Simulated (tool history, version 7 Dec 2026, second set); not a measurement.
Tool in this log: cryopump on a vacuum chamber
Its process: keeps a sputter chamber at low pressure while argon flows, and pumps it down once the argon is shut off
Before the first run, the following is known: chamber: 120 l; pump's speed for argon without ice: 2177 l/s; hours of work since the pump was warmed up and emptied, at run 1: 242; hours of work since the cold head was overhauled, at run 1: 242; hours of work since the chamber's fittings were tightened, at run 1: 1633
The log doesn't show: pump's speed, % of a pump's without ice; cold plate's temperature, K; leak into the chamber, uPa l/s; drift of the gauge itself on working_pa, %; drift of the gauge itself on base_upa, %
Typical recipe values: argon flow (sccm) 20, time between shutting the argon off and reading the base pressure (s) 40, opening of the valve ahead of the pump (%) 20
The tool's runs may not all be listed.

run	hour	argon flow (sccm)	time between shutting the argon off and reading the base pressure (s)	opening of the valve ahead of the pump (%)	hours of work since the pump was warmed up and emptied	hours of work since the cold head was overhauled	hours of work since the chamber's fittings were tightened	pressure while argon flows (Pa)	pressure after the wait (uPa)
1	0.0	20	40	20	242	242	1633	0.0790	1.79
2	37.9	20	40	20	272	272	1663	0.0793	1.83
3	78.3	20	40	20	304	304	1696	0.0801	1.82
4	127.2	10	40	20	343	343	1735	0.0397	1.91
5	180.5	20	22	20	385	385	1777	0.0802	2.68
6	220.6	20	140	20	417	417	1809	0.0794	1.21
7	248.9	20	140	20	440	440	1831	0.0802	1.21
8	301.9	20	140	20	482	482	1873	0.0799	1.28
9	356.5	20	155	20	525	525	1917	0.0808	1.25
10	385.0	20	155	20	548	548	1940	0.0804	1.27
11	420.5	20	155	20	576	576	1968	0.0822	1.31
12	457.9	20	40	20	606	606	1998	0.0813	2.10
13	489.6	26	40	20	631	631	2023	0.1071	2.15
14	522.8	20	40	23	658	658	2049	0.0715	2.10
15	555.3	20	40	23	684	684	2075	0.0718	2.15
16	606.7	29	40	20	725	725	2116	0.1190	2.24
17	641.3	20	40	20	752	752	2144	0.0821	2.24
# hour 663.3: pump warmed up, emptied and cooled again
18	691.2	20	35	16	22	788	2179	0.0969	2.15
19	734.2	20	35	16	56	822	2213	0.0977	2.16
20	778.4	26	28	37	92	857	2249	0.0552	2.45
21	805.5	15	54	20	113	879	2270	0.0588	1.75
22	844.8	15	54	20	144	910	2301	0.0585	1.74
23	883.2	37	131	17	175	941	2332	0.1705	1.33
24	921.3	37	90	43	205	971	2362	0.0694	1.49
25	963.2	37	237	58	239	1004	2396	0.0525	1.29
26	998.1	29	165	58	266	1032	2423	0.0407	1.40
27	1025.6	29	165	58	288	1054	2445	0.0414	1.40
28	1051.4	22	172	19	309	1074	2466	0.0917	1.35
29	1103.4	31	77	44	350	1116	2507	0.0582	1.72
30	1146.4	31	77	44	384	1150	2541	0.0578	1.75
31	1194.2	31	77	44	422	1188	2579	0.0582	1.75
32	1216.0	10	82	18	440	1205	2597	0.0453	1.76
33	1256.3	20	40	30	472	1237	2629	0.0548	2.25
34	1280.0	20	40	30	491	1256	2648	0.0549	2.28

4 ways to go on from here, each from the tool as it stands after run 34. What would each give?
A	1326.3	20	40	54	527	1293	2685	?	?
B	1326.3	15	39	24	527	1293	2685	?	?
C	1326.3	13	41	24	527	1293	2685	?	?
D	1326.3	14	24	17	527	1293	2685	?	?

run	pressure while argon flows (Pa)	pressure after the wait (uPa)
A	0.0317	2.31
B	0.0515	2.39
C	0.0438	2.39
D	0.0676	2.97
Take away the tool's hidden state, keep each run's random variation, and the runs would have read:
run	pressure while argon flows (Pa)	pressure after the wait (uPa)
A	0.0284	1.14
B	0.0491	1.18
C	0.0416	1.17
D	0.0653	1.81
